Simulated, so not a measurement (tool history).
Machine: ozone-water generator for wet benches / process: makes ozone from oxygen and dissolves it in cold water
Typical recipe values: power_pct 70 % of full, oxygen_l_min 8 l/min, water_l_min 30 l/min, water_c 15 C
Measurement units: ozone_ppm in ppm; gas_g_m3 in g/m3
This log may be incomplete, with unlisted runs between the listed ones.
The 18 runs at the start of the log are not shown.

run    hour  power_pct  oxygen_l_min  water_l_min  water_c  ozone_ppm  gas_g_m3
 19   793.7         60             8           30       15       23.6     223.7
 20   861.4         60             8           30       15       23.6     225.4
 21   901.4         70         12.25           30        8         30     203.1
 22   940.8         76          9.19           30       15       27.8       245
 23   993.6         76          9.19           30       15         28     245.4
 24  1045.8         76          9.19           30       15         28     246.5
 25  1074.6         76          9.19           30       15       27.8     248.2
 26  1117.7         63             8           30       15       24.2       231
 27  1159.2         40             8           30       15       17.8     168.4
 28  1194.8         40             8           30       15       17.8     167.8
 29    1246         70          7.95           30        9       28.7     249.8
 30  1278.4         70          7.95           30        9       28.1     250.8
     1307.6  -- contactor cleaned
 31  1323.3         70             8           30       17       25.4     245.8

Below are 4 alternative next runs, each starting from the tool's condition after run 31. Predict each:
  A  1365.2         71             8           30       15          ?         ?
  B  1365.2         70         12.02           30       17          ?         ?
  C  1365.2         88             8           25       22          ?         ?
  D  1365.2         70             8           31        8          ?         ?

run  ozone_ppm  gas_g_m3
  A       26.5     250.7
  B       25.4     202.3
  C       31.8     288.9
  D       27.5     247.5
With the hidden condition removed and each run's random variation left untouched, the same runs would have given:
run  ozone_ppm  gas_g_m3
  A       26.5     256.8
  B       25.4     207.2
  C       31.8       296
  D       27.5     253.5
